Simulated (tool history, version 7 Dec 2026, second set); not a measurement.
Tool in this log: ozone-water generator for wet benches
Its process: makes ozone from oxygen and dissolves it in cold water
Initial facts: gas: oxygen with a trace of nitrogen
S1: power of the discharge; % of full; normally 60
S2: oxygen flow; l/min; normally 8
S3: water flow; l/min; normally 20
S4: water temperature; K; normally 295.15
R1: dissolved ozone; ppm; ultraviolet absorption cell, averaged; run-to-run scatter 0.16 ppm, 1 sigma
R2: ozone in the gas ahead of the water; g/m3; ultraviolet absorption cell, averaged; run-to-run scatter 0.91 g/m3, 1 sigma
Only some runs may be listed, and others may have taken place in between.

Run 1, day 0: usual settings. Result: R1 19.6 ppm, R2 151.8 g/m3.
Run 2, day 5.304: usual settings. Result: R1 19.8 ppm, R2 151.6 g/m3.
Run 3, day 9.942: usual settings. Result: R1 19.8 ppm, R2 151.1 g/m3.
Run 4, day 13.029: usual settings but S4 300.15 K. Result: R1 17.9 ppm, R2 153.1 g/m3.
Run 5, day 17.508: usual settings but S4 300.15 K. Result: R1 17.8 ppm, R2 151 g/m3.
Run 6, day 19.992: usual settings but S2 5.68 l/min. Result: R1 20 ppm, R2 177.6 g/m3.
Run 7, day 23.662: usual settings but S2 5.68 l/min. Result: R1 20 ppm, R2 177.6 g/m3.
Run 8, day 26.396: usual settings but S3 31 l/min. Result: R1 14.3 ppm, R2 149.5 g/m3.
Run 9, day 30.954: usual settings but S3 31 l/min. Result: R1 14.4 ppm, R2 150.2 g/m3.
At day 36.067: contactor cleaned.
Run 10, day 36.238: usual settings. Result: R1 19.8 ppm, R2 149.8 g/m3.
Run 11, day 38.467: usual settings but S2 11.66 l/min. Result: R1 19 ppm, R2 125.1 g/m3.
Run 12, day 40.783: usual settings. Result: R1 19.8 ppm, R2 149.4 g/m3.
Run 13, day 45.812: usual settings. Result: R1 19.7 ppm, R2 148.8 g/m3.
Run 14, day 49.421: usual settings. Result: R1 19.6 ppm, R2 148.8 g/m3.
Run 15, day 53.721: usual settings but S1 66 % of full, S3 17 l/min. Result: R1 23.8 ppm, R2 160.8 g/m3.
Run 16, day 56.238: usual settings but S1 66 % of full, S3 17 l/min. Result: R1 23.8 ppm, R2 162.9 g/m3.
Run 17, day 59.646: usual settings but S1 66 % of full, S3 22 l/min, S4 289.15 K. Result: R1 22.2 ppm, R2 164.2 g/m3.
Run 18, day 64.312: usual settings but S1 66 % of full, S3 22 l/min, S4 289.15 K. Result: R1 22.3 ppm, R2 163.4 g/m3.
Run 19, day 69.25: usual settings but S2 4.61 l/min, S4 291.15 K. Result: R1 21.3 ppm, R2 194.7 g/m3.
At day 70.5: water thermometer calibrated.
Run 20, day 74.046: usual settings but S1 54 % of full, S2 7.72 l/min, S3 30 l/min. Result: R1 13.4 ppm, R2 136.9 g/m3.
Run 21, day 77.95: usual settings but S1 49 % of full, S3 13 l/min. Result: R1 21.3 ppm, R2 121.7 g/m3.
Run 22, day 81.008: usual settings but S1 49 % of full, S3 13 l/min. Result: R1 20.9 ppm, R2 123.1 g/m3.
At day 82.35: gauge calibrated.
Run 23, day 86.396: usual settings but S1 49 % of full, S2 8.35 l/min, S3 13 l/min. Result: R1 20.6 ppm, R2 124 g/m3.
Run 24, day 88.9: usual settings but S1 56 % of full, S2 9.69 l/min, S3 19 l/min. Result: R1 18.5 ppm, R2 129.7 g/m3.
Run 25, day 93.296: usual settings but S1 56 % of full, S2 9.69 l/min, S3 19 l/min. Result: R1 18.8 ppm, R2 129.3 g/m3.
Run 26, day 96.062: usual settings but S1 56 % of full, S2 9.69 l/min, S3 19 l/min. Result: R1 18.6 ppm, R2 129 g/m3.

What if the next run were any one of these 5? Each begins from the tool's condition after run 26:
Run A, day 100.071: usual settings but S2 10.22 l/min, S3 21 l/min, S4 298.15 K. Result: R1 ?, R2 ?.
Run B, day 100.071: usual settings but S1 53 % of full, S3 21 l/min, S4 293.15 K. Result: R1 ?, R2 ?.
Run C, day 100.071: usual settings but S1 53 % of full, S2 4.65 l/min, S4 294.15 K. Result: R1 ?, R2 ?.
Run D, day 100.071: usual settings but S1 56 % of full, S2 8.61 l/min, S3 22 l/min, S4 296.15 K. Result: R1 ?, R2 ?.
Run E, day 100.071: usual settings but S3 30 l/min. Result: R1 ?, R2 ?.

run    R1     R2
  A  17.5  133.2
  B  17.8  137.4
  C    18  176.2
  D  17.1  136.6
  E  14.7  151.2
Had the tool no hidden state, the same runs would have come out as:
run    R1     R2
  A  17.6  134.3
  B  17.9  138.5
  C  18.1  177.7
  D  17.1  137.7
  E  14.7  152.5
